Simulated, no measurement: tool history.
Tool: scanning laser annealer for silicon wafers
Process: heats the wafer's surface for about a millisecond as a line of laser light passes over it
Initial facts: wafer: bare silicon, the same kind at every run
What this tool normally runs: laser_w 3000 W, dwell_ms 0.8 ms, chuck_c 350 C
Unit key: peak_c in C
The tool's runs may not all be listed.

{"run": 1, "hour": 0.0, "laser_w": 3000, "dwell_ms": 0.8, "chuck_c": 350, "peak_c": 1054}
{"run": 2, "hour": 10.3, "laser_w": 3000, "dwell_ms": 0.8, "chuck_c": 350, "peak_c": 1058}
{"run": 3, "hour": 19.6, "laser_w": 3000, "dwell_ms": 0.8, "chuck_c": 350, "peak_c": 1059}
{"run": 4, "hour": 30.2, "laser_w": 3000, "dwell_ms": 0.8, "chuck_c": 341, "peak_c": 1050}
{"run": 5, "hour": 39.3, "laser_w": 3000, "dwell_ms": 0.8, "chuck_c": 350, "peak_c": 1056}
{"run": 6, "hour": 45.1, "laser_w": 3000, "dwell_ms": 0.571, "chuck_c": 350, "peak_c": 933}
{"run": 7, "hour": 51.5, "laser_w": 3000, "dwell_ms": 0.571, "chuck_c": 350, "peak_c": 935}
{"run": 8, "hour": 59.1, "laser_w": 3000, "dwell_ms": 0.627, "chuck_c": 350, "peak_c": 963}
{"run": 9, "hour": 70.7, "laser_w": 3000, "dwell_ms": 0.627, "chuck_c": 350, "peak_c": 966}
{"run": 10, "hour": 82.3, "laser_w": 3000, "dwell_ms": 0.627, "chuck_c": 350, "peak_c": 965}
{"run": 11, "hour": 91.0, "laser_w": 3000, "dwell_ms": 0.627, "chuck_c": 350, "peak_c": 969}
{"run": 12, "hour": 96.1, "laser_w": 3000, "dwell_ms": 0.931, "chuck_c": 350, "peak_c": 1119}
{"run": 13, "hour": 105.8, "laser_w": 3000, "dwell_ms": 0.931, "chuck_c": 350, "peak_c": 1118}
{"run": 14, "hour": 118.0, "laser_w": 3000, "dwell_ms": 0.8, "chuck_c": 350, "peak_c": 1054}
{"run": 15, "hour": 129.3, "laser_w": 3000, "dwell_ms": 0.8, "chuck_c": 350, "peak_c": 1053}
{"run": 16, "hour": 141.1, "laser_w": 3000, "dwell_ms": 0.8, "chuck_c": 350, "peak_c": 1054}
{"run": 17, "hour": 148.3, "laser_w": 3000, "dwell_ms": 0.762, "chuck_c": 350, "peak_c": 1036}
{"run": 18, "hour": 154.3, "laser_w": 3000, "dwell_ms": 0.593, "chuck_c": 350, "peak_c": 943}
{"run": 19, "hour": 161.2, "laser_w": 3000, "dwell_ms": 0.593, "chuck_c": 350, "peak_c": 948}
{"run": 20, "hour": 168.8, "laser_w": 3116, "dwell_ms": 0.593, "chuck_c": 350, "peak_c": 976}
{"run": 21, "hour": 178.0, "laser_w": 3000, "dwell_ms": 0.8, "chuck_c": 350, "peak_c": 1052}
{"run": 22, "hour": 186.9, "laser_w": 3000, "dwell_ms": 0.767, "chuck_c": 378, "peak_c": 1062}
{"run": 23, "hour": 194.8, "laser_w": 2555, "dwell_ms": 0.815, "chuck_c": 347, "peak_c": 920}
{"run": 24, "hour": 202.8, "laser_w": 2756, "dwell_ms": 0.674, "chuck_c": 366, "peak_c": 936}
{"run": 25, "hour": 215.1, "laser_w": 2817, "dwell_ms": 0.8, "chuck_c": 333, "peak_c": 980}
{"run": 26, "hour": 225.2, "laser_w": 2632, "dwell_ms": 0.8, "chuck_c": 364, "peak_c": 953}
{"run": 27, "hour": 235.1, "laser_w": 2773, "dwell_ms": 0.937, "chuck_c": 364, "peak_c": 1056}
{"run": 28, "hour": 246.8, "laser_w": 3240, "dwell_ms": 0.865, "chuck_c": 353, "peak_c": 1167}
{"run": 29, "hour": 253.9, "laser_w": 3000, "dwell_ms": 0.671, "chuck_c": 350, "peak_c": 983}
{"run": 30, "hour": 261.6, "laser_w": 3000, "dwell_ms": 0.802, "chuck_c": 350, "peak_c": 1052}
{"run": 31, "hour": 272.3, "laser_w": 2578, "dwell_ms": 0.802, "chuck_c": 373, "peak_c": 945}
{"run": 32, "hour": 284.3, "laser_w": 3211, "dwell_ms": 0.733, "chuck_c": 375, "peak_c": 1105}
{"run": 33, "hour": 291.1, "laser_w": 3211, "dwell_ms": 0.733, "chuck_c": 375, "peak_c": 1101}
{"run": 34, "hour": 299.4, "laser_w": 3205, "dwell_ms": 0.891, "chuck_c": 345, "peak_c": 1157}
{"run": 35, "hour": 307.8, "laser_w": 3000, "dwell_ms": 0.681, "chuck_c": 350, "peak_c": 988}
{"run": 36, "hour": 318.9, "laser_w": 3000, "dwell_ms": 0.681, "chuck_c": 350, "peak_c": 988}
{"run": 37, "hour": 324.6, "laser_w": 3000, "dwell_ms": 0.681, "chuck_c": 350, "peak_c": 990}
{"run": 38, "hour": 334.0, "laser_w": 3056, "dwell_ms": 0.768, "chuck_c": 340, "peak_c": 1041}
{"run": 39, "hour": 341.5, "laser_w": 3056, "dwell_ms": 0.768, "chuck_c": 340, "peak_c": 1040}
{"run": 40, "hour": 347.1, "laser_w": 3000, "dwell_ms": 0.854, "chuck_c": 350, "peak_c": 1075}
{"run": 41, "hour": 353.8, "laser_w": 3226, "dwell_ms": 0.674, "chuck_c": 330, "peak_c": 1025}

Measured result minus the same run's result without the hidden state. Both carry the same run-to-run variation, though not necessarily the same gauge scatter:
The hidden state here: light that passes the window, % of a clean one's; laser's true power over the reading, %; width of the line over the set one, %; drift of the gauge itself on peak_c, C.
run=1 peak_c=-6
run=2 peak_c=-7
run=3 peak_c=-7
run=4 peak_c=-7
run=5 peak_c=-7
run=6 peak_c=-7
run=7 peak_c=-6
run=8 peak_c=-7
run=9 peak_c=-8
run=10 peak_c=-7
run=11 peak_c=-8
run=12 peak_c=-10
run=13 peak_c=-10
run=14 peak_c=-9
run=15 peak_c=-10
run=16 peak_c=-10
run=17 peak_c=-10
run=18 peak_c=-9
run=19 peak_c=-9
run=20 peak_c=-9
run=21 peak_c=-11
run=22 peak_c=-11
run=23 peak_c=-9
run=24 peak_c=-10
run=25 peak_c=-11
run=26 peak_c=-10
run=27 peak_c=-13
run=28 peak_c=-15
run=29 peak_c=-12
run=30 peak_c=-13
run=31 peak_c=-11
run=32 peak_c=-15
run=33 peak_c=-15
run=34 peak_c=-17
run=35 peak_c=-13
run=36 peak_c=-13
run=37 peak_c=-13
run=38 peak_c=-15
run=39 peak_c=-16
run=40 peak_c=-16
run=41 peak_c=-16
